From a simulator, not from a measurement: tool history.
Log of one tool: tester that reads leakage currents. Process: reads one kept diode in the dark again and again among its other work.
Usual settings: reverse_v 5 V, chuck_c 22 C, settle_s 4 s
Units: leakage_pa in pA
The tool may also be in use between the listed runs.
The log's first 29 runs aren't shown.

run,hour,reverse_v,chuck_c,settle_s,leakage_pa
30,1485.5,5,40,4,144.3
31,1536.1,19.32,24,0.39,61.6
32,1587.2,1.17,27,3.97,23.05
33,1646.6,1.17,27,3.97,23.12
34,1712.3,14.87,37,3.97,177.96
# hour 1724: tester calibrated
35,1756.2,9.1,23,1.21,38.84
36,1796.2,17.74,22,9.68,46.62
37,1852.9,17.74,22,9.68,46.53

Forecast each of these 3 alternatives for the next run:
A,1912.1,8.13,44,0.38,?
B,1912.1,4.21,34,4.56,?
C,1912.1,10,23,1.11,?

run,leakage_pa
A,254.57
B,78.2
C,40.21
Without the tool's hidden state the same runs would have given:
run,leakage_pa
A,254.5
B,78.18
C,40.17

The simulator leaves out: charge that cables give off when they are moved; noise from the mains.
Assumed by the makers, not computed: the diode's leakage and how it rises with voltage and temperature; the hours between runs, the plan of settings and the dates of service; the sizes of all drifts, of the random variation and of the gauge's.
